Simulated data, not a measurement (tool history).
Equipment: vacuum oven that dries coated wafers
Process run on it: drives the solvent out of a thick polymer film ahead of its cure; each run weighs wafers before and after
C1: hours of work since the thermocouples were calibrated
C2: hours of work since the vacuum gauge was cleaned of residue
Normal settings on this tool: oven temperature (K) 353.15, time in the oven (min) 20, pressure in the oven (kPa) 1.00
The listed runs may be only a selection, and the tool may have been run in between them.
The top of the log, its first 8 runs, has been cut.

{"run": 9, "hour": 593.9, "oven temperature (K)": 353.15, "time in the oven (min)": 20, "pressure in the oven (kPa)": 1.0, "C1": 138, "C2": 735, "solvent left in the film (%)": 1.98}
{"run": 10, "hour": 666.3, "oven temperature (K)": 353.15, "time in the oven (min)": 20, "pressure in the oven (kPa)": 1.0, "C1": 190, "C2": 787, "solvent left in the film (%)": 1.91}
{"run": 11, "hour": 706.7, "oven temperature (K)": 353.15, "time in the oven (min)": 20, "pressure in the oven (kPa)": 1.0, "C1": 218, "C2": 815, "solvent left in the film (%)": 1.98}
{"run": 12, "hour": 751.5, "oven temperature (K)": 353.15, "time in the oven (min)": 20, "pressure in the oven (kPa)": 1.0, "C1": 250, "C2": 847, "solvent left in the film (%)": 2.01}
{"run": 13, "hour": 839.0, "oven temperature (K)": 353.15, "time in the oven (min)": 20, "pressure in the oven (kPa)": 1.0, "C1": 313, "C2": 910, "solvent left in the film (%)": 2.12}
{"run": 14, "hour": 905.2, "oven temperature (K)": 353.15, "time in the oven (min)": 20, "pressure in the oven (kPa)": 1.0, "C1": 360, "C2": 957, "solvent left in the film (%)": 2.12}
{"run": 15, "hour": 968.5, "oven temperature (K)": 353.15, "time in the oven (min)": 20, "pressure in the oven (kPa)": 3.48, "C1": 405, "C2": 1002, "solvent left in the film (%)": 4.31}
{"run": 16, "hour": 1042.9, "oven temperature (K)": 353.15, "time in the oven (min)": 20, "pressure in the oven (kPa)": 3.48, "C1": 458, "C2": 1055, "solvent left in the film (%)": 4.57}
{"run": 17, "hour": 1132.0, "oven temperature (K)": 353.15, "time in the oven (min)": 20, "pressure in the oven (kPa)": 3.48, "C1": 521, "C2": 1118, "solvent left in the film (%)": 4.53}
{"run": 18, "hour": 1189.6, "oven temperature (K)": 353.15, "time in the oven (min)": 20, "pressure in the oven (kPa)": 1.0, "C1": 562, "C2": 1159, "solvent left in the film (%)": 2.22}
{"run": 19, "hour": 1241.4, "oven temperature (K)": 353.15, "time in the oven (min)": 20, "pressure in the oven (kPa)": 1.0, "C1": 599, "C2": 1196, "solvent left in the film (%)": 2.25}
{"hour": 1255.4, "done": "vacuum gauge cleaned of residue and calibrated"}
{"run": 20, "hour": 1304.5, "oven temperature (K)": 340.15, "time in the oven (min)": 17, "pressure in the oven (kPa)": 0.64, "C1": 643, "C2": 35, "solvent left in the film (%)": 6.73}
{"run": 21, "hour": 1365.7, "oven temperature (K)": 353.15, "time in the oven (min)": 17, "pressure in the oven (kPa)": 3.84, "C1": 687, "C2": 79, "solvent left in the film (%)": 4.95}
{"run": 22, "hour": 1442.1, "oven temperature (K)": 340.15, "time in the oven (min)": 20, "pressure in the oven (kPa)": 0.92, "C1": 741, "C2": 133, "solvent left in the film (%)": 6.15}
{"run": 23, "hour": 1516.7, "oven temperature (K)": 348.15, "time in the oven (min)": 11, "pressure in the oven (kPa)": 0.92, "C1": 794, "C2": 186, "solvent left in the film (%)": 6.14}
{"run": 24, "hour": 1596.4, "oven temperature (K)": 353.15, "time in the oven (min)": 20, "pressure in the oven (kPa)": 2.66, "C1": 851, "C2": 243, "solvent left in the film (%)": 3.46}
{"hour": 1637.2, "done": "oven's thermocouples calibrated"}
{"run": 25, "hour": 1643.3, "oven temperature (K)": 347.15, "time in the oven (min)": 28, "pressure in the oven (kPa)": 3.57, "C1": 4, "C2": 275, "solvent left in the film (%)": 5.04}
{"run": 26, "hour": 1694.8, "oven temperature (K)": 353.15, "time in the oven (min)": 12, "pressure in the oven (kPa)": 2.46, "C1": 41, "C2": 312, "solvent left in the film (%)": 4.86}
{"run": 27, "hour": 1743.0, "oven temperature (K)": 353.15, "time in the oven (min)": 12, "pressure in the oven (kPa)": 2.46, "C1": 75, "C2": 346, "solvent left in the film (%)": 4.71}
{"run": 28, "hour": 1796.6, "oven temperature (K)": 353.15, "time in the oven (min)": 20, "pressure in the oven (kPa)": 1.06, "C1": 114, "C2": 384, "solvent left in the film (%)": 1.98}
{"run": 29, "hour": 1874.8, "oven temperature (K)": 353.15, "time in the oven (min)": 10, "pressure in the oven (kPa)": 1.22, "C1": 169, "C2": 440, "solvent left in the film (%)": 4.78}
{"run": 30, "hour": 1918.2, "oven temperature (K)": 338.15, "time in the oven (min)": 22, "pressure in the oven (kPa)": 0.84, "C1": 200, "C2": 471, "solvent left in the film (%)": 6.32}
{"run": 31, "hour": 1970.1, "oven temperature (K)": 338.15, "time in the oven (min)": 26, "pressure in the oven (kPa)": 0.84, "C1": 237, "C2": 508, "solvent left in the film (%)": 5.54}
{"run": 32, "hour": 2067.7, "oven temperature (K)": 344.15, "time in the oven (min)": 18, "pressure in the oven (kPa)": 1.0, "C1": 307, "C2": 577, "solvent left in the film (%)": 5.2}

Estimate the outcome of run 33 from the log above:
{"run": 33, "hour": 2149.9, "oven temperature (K)": 363.15, "time in the oven (min)": 20, "pressure in the oven (kPa)": 2.23, "C1": 365, "C2": 636, "solvent left in the film (%)": "?"}

For run 33 the tool returned solvent left in the film (%) 1.65.
Had the tool carried no hidden state, the very same run would have given solvent left in the film (%) 1.46.

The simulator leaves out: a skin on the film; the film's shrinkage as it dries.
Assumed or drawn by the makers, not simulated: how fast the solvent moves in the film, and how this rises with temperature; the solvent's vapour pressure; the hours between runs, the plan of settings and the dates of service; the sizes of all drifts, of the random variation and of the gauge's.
